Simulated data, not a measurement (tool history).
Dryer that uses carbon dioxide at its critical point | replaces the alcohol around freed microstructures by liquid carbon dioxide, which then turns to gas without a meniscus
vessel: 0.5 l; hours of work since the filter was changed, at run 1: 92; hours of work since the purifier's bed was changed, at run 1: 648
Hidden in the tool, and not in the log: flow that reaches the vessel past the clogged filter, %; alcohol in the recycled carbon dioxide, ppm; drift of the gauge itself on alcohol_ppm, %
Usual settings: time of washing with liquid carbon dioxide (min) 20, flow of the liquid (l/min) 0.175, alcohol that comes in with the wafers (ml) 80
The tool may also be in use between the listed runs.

| run | hour | time of washing with liquid carbon dioxide (min) | flow of the liquid (l/min) | alcohol that comes in with the wafers (ml) | hours of work since the filter was changed | hours of work since the purifier's bed was changed | alcohol left in the vessel before it's heated (ppm by volume) |
|---|---|---|---|---|---|---|---|
| 1 | 0 | 20 | 0.175 | 80 | 92 | 648 | 702 |
| 2 | 9.9 | 20 | 0.175 | 80 | 99 | 656 | 737 |
| 3 | 20.7 | 20 | 0.175 | 80 | 108 | 664 | 764 |
| 4 | 32.2 | 20 | 0.175 | 80 | 116 | 673 | 803 |
| 5 | 50.6 | 20 | 0.175 | 80 | 131 | 687 | 810 |
|  | 66.5 | purifier's bed changed |
| 6 | 71.6 | 20 | 0.175 | 26 | 145 | 4 | 234 |
| 7 | 85.6 | 20 | 0.175 | 26 | 155 | 15 | 236 |
| 8 | 97.3 | 20 | 0.175 | 80 | 164 | 24 | 752 |
|  | 112.8 | inlet filter changed |
| 9 | 117.3 | 20 | 0.175 | 80 | 3 | 39 | 386 |
| 10 | 136.3 | 20 | 0.175 | 80 | 18 | 53 | 424 |
| 11 | 153.1 | 20 | 0.175 | 80 | 31 | 66 | 434 |
| 12 | 172 | 20 | 0.175 | 80 | 46 | 81 | 500 |
| 13 | 192 | 20 | 0.175 | 80 | 61 | 96 | 524 |
| 14 | 203.3 | 15 | 0.24 | 109 | 70 | 105 | 668 |
| 15 | 221.5 | 20 | 0.175 | 49 | 84 | 119 | 365 |
| 16 | 239.5 | 20 | 0.112 | 80 | 98 | 133 | 4110 |
| 17 | 258.1 | 20 | 0.112 | 106 | 112 | 147 | 5607 |

5 ways to go on from here, each from the tool as it stands after run 17. What would each give?
| A | 278 | 24 | 0.137 | 80 | 128 | 163 | ? |
| B | 278 | 25 | 0.112 | 77 | 128 | 163 | ? |
| C | 278 | 15 | 0.112 | 32 | 128 | 163 | ? |
| D | 278 | 20 | 0.12 | 77 | 128 | 163 | ? |
| E | 278 | 20 | 0.168 | 47 | 128 | 163 | ? |

| run | alcohol left in the vessel before it's heated (ppm by volume) |
|---|---|
| A | 929 |
| B | 1757 |
| C | 4419 |
| D | 3463 |
| E | 533 |
Without the tool's hidden state the same runs would have given:
| run | alcohol left in the vessel before it's heated (ppm by volume) |
|---|---|
| A | 484 |
| B | 1023 |
| C | 3201 |
| D | 2194 |
| E | 271 |

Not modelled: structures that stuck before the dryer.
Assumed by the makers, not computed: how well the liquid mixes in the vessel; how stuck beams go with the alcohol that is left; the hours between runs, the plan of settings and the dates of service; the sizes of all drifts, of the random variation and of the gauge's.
